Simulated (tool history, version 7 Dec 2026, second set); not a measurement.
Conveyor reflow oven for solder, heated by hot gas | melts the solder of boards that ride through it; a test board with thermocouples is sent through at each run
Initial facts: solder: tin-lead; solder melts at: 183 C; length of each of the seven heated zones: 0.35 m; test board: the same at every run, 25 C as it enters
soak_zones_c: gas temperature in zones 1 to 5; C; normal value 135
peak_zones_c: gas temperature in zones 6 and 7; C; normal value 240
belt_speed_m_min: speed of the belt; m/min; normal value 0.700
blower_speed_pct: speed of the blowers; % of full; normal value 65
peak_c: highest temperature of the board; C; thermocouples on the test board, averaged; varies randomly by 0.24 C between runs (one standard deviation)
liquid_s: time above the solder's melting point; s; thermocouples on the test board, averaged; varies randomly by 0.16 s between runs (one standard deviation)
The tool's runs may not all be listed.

run     day  soak_zones_c  peak_zones_c  belt_speed_m_min  blower_speed_pct  peak_c  liquid_s
  1   0.000           135           240             0.700                65   220.8      46.1
  2   2.171           135           240             0.700                65   220.9      46.1
  3   5.233           141           240             0.700                65   221.4      48.3
  4   8.171           141           240             0.700                65   221.7      47.8
  5  10.750           135           240             0.705                65   220.2      45.5
  6  14.217           135           240             0.700                65   220.4      45.8
  7  16.825           135           240             0.700                65   220.2      45.6
     19.242  -- flux residue cleaned out of gas plates and filters
  8  19.988           135           240             0.700                65   222.8      47.2
  9  23.021           135           240             0.700                65   222.7      47.6
     23.892  -- thermocouples of zones 6 and 7 changed
 10  25.996           135           240             0.700                65   220.9      46.7
 11  29.233           135           240             0.700                65   220.3      46.4
 12  31.450           135           240             0.700                65   220.5      46.4
 13  34.512           135           240             0.810                65   214.1      36.0
 14  36.971           135           240             0.810                65   214.0      36.0
 15  40.442           135           240             0.810                65   214.1      35.9
 16  44.133           135           240             0.647                65   221.8      51.7
     46.029  -- flux residue cleaned out of gas plates and filters
 17  46.342           148           229             0.737                51   210.4      41.3
 18  47.858           148           229             0.737                51   210.5      41.0
 19  49.946           135           252             0.700                65   232.7      53.1
 20  53.117           135           252             0.700                65   233.0      53.3
 21  55.908           130           240             0.700                65   221.6      46.3
     58.150  -- belt drive overhauled, speed set with a stopwatch
 22  58.229           130           240             0.700                65   220.3      44.2
 23  59.867           130           244             0.756                65   220.3      40.4
 24  62.417           139           240             0.682                65   222.8      49.7
 25  66.029           139           240             0.682                65   222.1      49.3
 26  67.850           139           240             0.682                65   222.5      49.1
 27  71.125           126           253             0.700                65   229.6      48.5
     72.479  -- thermocouples of zones 6 and 7 changed
     72.879  -- flux residue cleaned out of gas plates and filters
 28  74.521           126           253             0.700                65   230.9      49.0
 29  77.529           135           240             0.750                75   220.4      42.7
 30  79.250           135           240             0.750                75   220.5      42.8

Alternative continuations, all from the tool just after run 30; predict every row:
  A  81.662           135           239             0.750                85       ?         ?
  B  81.662           135           246             0.614                87       ?         ?
  C  81.662           135           240             0.750                65       ?         ?
  D  81.662           135           240             0.750                84       ?         ?

run  peak_c  liquid_s
  A   221.6      43.8
  B   234.3      60.7
  C   218.2      41.3
  D   222.6      44.2
Without the tool's hidden state the same runs would have given:
run  peak_c  liquid_s
  A   222.2      43.8
  B   234.7      60.4
  C   218.7      41.4
  D   223.3      44.2
